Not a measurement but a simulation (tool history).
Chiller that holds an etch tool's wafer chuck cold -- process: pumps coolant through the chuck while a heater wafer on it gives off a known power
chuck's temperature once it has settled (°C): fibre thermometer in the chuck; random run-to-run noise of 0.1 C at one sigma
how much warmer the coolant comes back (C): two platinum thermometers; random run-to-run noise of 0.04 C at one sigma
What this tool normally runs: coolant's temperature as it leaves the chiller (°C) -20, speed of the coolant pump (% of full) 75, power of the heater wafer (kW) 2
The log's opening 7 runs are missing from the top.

run	hour	coolant's temperature as it leaves the chiller (°C)	speed of the coolant pump (% of full)	power of the heater wafer (kW)	hours since the coolant was changed and the channels were flushed	hours since the pump was overhauled	hours since the chiller's thermometer was calibrated	chuck's temperature once it has settled (°C)	how much warmer the coolant comes back (C)
8	223.2	-26	75	2	2512	1756	2209	-6.9	9.71
9	251.7	-26	75	2	2540	1784	2238	-7.2	9.72
10	291.6	-20	75	2	2580	1824	2278	-1.1	9.77
11	324.3	-20	75	1.676	2613	1857	2310	-4.2	8.19
12	365.5	-20	75	2	2654	1898	2351	-1	9.66
13	406.7	-20	75	2	2695	1939	2393	-0.9	9.77
14	448.4	-20	75	2	2737	1981	2434	-0.8	9.81
15	494.4	-20	75	2	2783	2027	2480	-0.9	9.83
16	538.4	-20	75	2	2827	2071	2524	-0.7	9.89
17	580	-21	99	1.725	2868	2112	2566	-7.7	6.54
18	606.8	-28	89	2.411	2895	2139	2593	-7.7	10.07
19	633.2	-28	89	2.411	2921	2166	2619	-7.6	10.13
20	673.9	-21	69	1.216	2962	2206	2660	-8.5	6.47
# hour 681.9: coolant pump overhauled
21	728.1	-26	87	2	3011	46	2709	-7.7	9.2
22	753.3	-26	87	2	3037	71	2734	-7.7	9.12
23	807.2	-25	72	2	3090	125	2788	-3.9	10.99
24	851.8	-25	72	2	3135	170	2833	-3.8	11.05
25	908.4	-25	72	2	3192	226	2889	-3.6	11.01
26	944.3	-25	72	2	3228	262	2925	-3.6	11.15
# hour 953.3: coolant changed, channels flushed
# hour 962.9: coolant pump overhauled, once more
27	993.6	-25	72	2	35	31	2964	-7.5	9.47
28	1020.7	-25	72	2	62	58	2991	-7.5	9.44
29	1063.7	-22	75	2	105	101	3034	-5	9.04

What does the tool deliver on the next run?
30	1114.2	-22	75	2	156	151	3084	?	?

{"run 30": {"chuck's temperature once it has settled (°C)": -5.1, "how much warmer the coolant comes back (C)": 9.09}}
Minus the tool's unlogged condition, the same run would have read chuck's temperature once it has settled (°C) -5.1, how much warmer the coolant comes back (C) 9.01.
